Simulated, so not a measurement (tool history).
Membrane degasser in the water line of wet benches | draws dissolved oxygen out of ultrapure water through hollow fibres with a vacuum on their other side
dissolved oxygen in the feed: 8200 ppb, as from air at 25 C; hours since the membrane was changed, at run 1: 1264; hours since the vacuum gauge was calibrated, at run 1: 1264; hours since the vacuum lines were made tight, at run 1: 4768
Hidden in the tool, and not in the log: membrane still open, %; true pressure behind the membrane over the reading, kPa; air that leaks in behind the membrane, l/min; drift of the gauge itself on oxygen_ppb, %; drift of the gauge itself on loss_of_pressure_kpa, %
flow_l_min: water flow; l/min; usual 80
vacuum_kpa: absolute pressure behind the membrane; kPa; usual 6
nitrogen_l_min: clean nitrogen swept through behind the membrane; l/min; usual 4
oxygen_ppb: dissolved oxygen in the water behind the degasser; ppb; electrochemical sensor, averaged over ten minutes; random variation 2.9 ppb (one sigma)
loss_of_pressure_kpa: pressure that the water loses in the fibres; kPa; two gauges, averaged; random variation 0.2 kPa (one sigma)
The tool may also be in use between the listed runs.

run    hour  flow_l_min  vacuum_kpa  nitrogen_l_min  hours since the membrane was changed  hours since the vacuum gauge was calibrated  hours since the vacuum lines were made tight  oxygen_ppb  loss_of_pressure_kpa
  1       0          80           6               4                                  1264                                         1264                                          4768       306.1                 46.15
  2   278.9          80           6               4                                  1543                                         1543                                          5047       311.2                 46.29
  3   433.1          80           6               4                                  1697                                         1697                                          5201       307.7                 46.38
  4   740.1          80           6               4                                  2004                                         2004                                          5508       319.3                 46.75
  5   898.4          80           6               4                                  2163                                         2163                                          5666       308.9                 46.52
        982  -- seals of the vacuum lines changed
  6  1105.8          80        4.54            2.51                                  2368                                         2368                                           124       290.4                 46.63
  7  1398.3          80        4.54            2.51                                  2660                                         2660                                           416         290                 47.08

Run 8 comes next. What will it give?
  8  1673.8          59        4.16            2.84                                  2936                                         2936                                           692           ?                     ?

{"run 8": {"oxygen_ppb": 175, "loss_of_pressure_kpa": 34.58}}
Without the tool's hidden state the same run would have given oxygen_ppb 150.5 ppb, loss_of_pressure_kpa 33.52 kPa.

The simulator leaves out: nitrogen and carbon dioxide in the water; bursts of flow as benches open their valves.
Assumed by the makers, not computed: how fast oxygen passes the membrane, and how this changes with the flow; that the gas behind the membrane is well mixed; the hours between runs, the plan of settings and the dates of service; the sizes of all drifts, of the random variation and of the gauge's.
